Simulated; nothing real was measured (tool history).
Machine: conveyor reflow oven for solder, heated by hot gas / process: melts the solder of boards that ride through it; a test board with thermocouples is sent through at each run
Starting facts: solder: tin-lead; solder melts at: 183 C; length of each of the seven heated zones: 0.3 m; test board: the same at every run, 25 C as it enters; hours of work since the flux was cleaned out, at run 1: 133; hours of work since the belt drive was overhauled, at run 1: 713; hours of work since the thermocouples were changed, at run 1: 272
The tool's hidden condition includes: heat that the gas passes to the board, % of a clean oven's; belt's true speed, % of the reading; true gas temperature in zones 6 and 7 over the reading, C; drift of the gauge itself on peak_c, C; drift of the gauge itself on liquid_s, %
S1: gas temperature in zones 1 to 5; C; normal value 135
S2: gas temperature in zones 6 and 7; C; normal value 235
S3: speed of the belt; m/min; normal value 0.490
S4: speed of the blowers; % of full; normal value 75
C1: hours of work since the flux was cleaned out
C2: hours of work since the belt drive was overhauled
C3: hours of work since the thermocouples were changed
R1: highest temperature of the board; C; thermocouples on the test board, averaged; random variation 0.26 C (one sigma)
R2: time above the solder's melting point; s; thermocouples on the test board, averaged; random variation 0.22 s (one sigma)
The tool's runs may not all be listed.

run	hour	S1	S2	S3	S4	C1	C2	C3	R1	R2
1	0.0	135	235	0.490	75	133	713	272	220.1	56.8
2	41.5	135	235	0.490	75	165	745	303	220.1	56.6
3	66.1	135	235	0.490	75	183	763	322	220.6	56.8
4	88.6	135	235	0.490	75	200	780	339	219.5	56.5
5	106.2	135	235	0.490	75	214	793	352	219.7	56.4
6	134.5	135	235	0.490	75	235	815	374	219.1	56.3
7	171.7	135	235	0.490	75	263	843	402	219.2	56.3
# hour 208.6: flux residue cleaned out of gas plates and filters
8	210.2	135	235	0.490	75	1	868	427	222.2	58.7
9	240.5	135	235	0.490	75	24	891	450	221.1	58.4
10	264.2	135	235	0.490	75	42	909	468	221.7	58.4
11	296.3	130	235	0.490	75	66	934	492	220.5	55.8
12	338.0	130	235	0.490	75	98	965	524	219.9	55.8
13	359.3	135	235	0.490	75	114	981	540	221.0	57.9
14	387.5	135	235	0.487	75	135	1002	561	220.9	58.2
# hour 393.1: thermocouples of zones 6 and 7 changed
15	419.5	135	235	0.487	75	158	1025	20	219.5	57.3
16	441.3	145	247	0.416	87	175	1042	36	238.5	82.2
17	475.9	135	246	0.567	75	201	1068	63	223.0	50.8
18	512.4	133	242	0.490	62	228	1095	90	220.4	55.9
19	547.2	133	242	0.490	62	255	1122	117	219.9	55.6
20	587.2	128	248	0.462	88	285	1152	147	233.8	67.3
# hour 596.0: flux residue cleaned out of gas plates and filters
21	615.7	149	225	0.490	81	15	1170	165	215.2	60.5
22	639.3	149	225	0.490	81	33	1188	183	215.7	60.3
23	678.1	149	225	0.490	81	62	1217	212	215.1	60.1
24	714.6	126	225	0.405	59	90	1245	239	211.1	58.3
# hour 740.8: belt drive overhauled, speed set with a stopwatch
25	746.2	141	247	0.425	58	111	4	260	230.2	74.1
26	772.2	141	247	0.425	58	130	24	280	229.6	73.3
27	802.0	145	235	0.453	75	153	46	303	223.2	66.8
28	821.5	129	235	0.453	86	168	61	317	224.0	62.3
29	850.9	135	235	0.395	75	190	83	339	225.2	74.5
30	880.4	148	235	0.565	75	212	106	362	217.0	49.9

Here are 4 independent what-if runs from the current tool condition. What would each one return?
A	921.7	135	235	0.500	75	243	137	393	?	?
B	921.7	142	235	0.490	75	243	137	393	?	?
C	921.7	148	235	0.403	75	243	137	393	?	?
D	921.7	135	235	0.423	79	243	137	393	?	?

run	R1	R2
A	218.2	53.5
B	219.8	58.2
C	225.8	78.8
D	223.9	69.1
Without the tool's unlogged condition, the same runs would have read:
run	R1	R2
A	219.8	54.8
B	221.2	59.2
C	226.5	79.2
D	225.0	70.0

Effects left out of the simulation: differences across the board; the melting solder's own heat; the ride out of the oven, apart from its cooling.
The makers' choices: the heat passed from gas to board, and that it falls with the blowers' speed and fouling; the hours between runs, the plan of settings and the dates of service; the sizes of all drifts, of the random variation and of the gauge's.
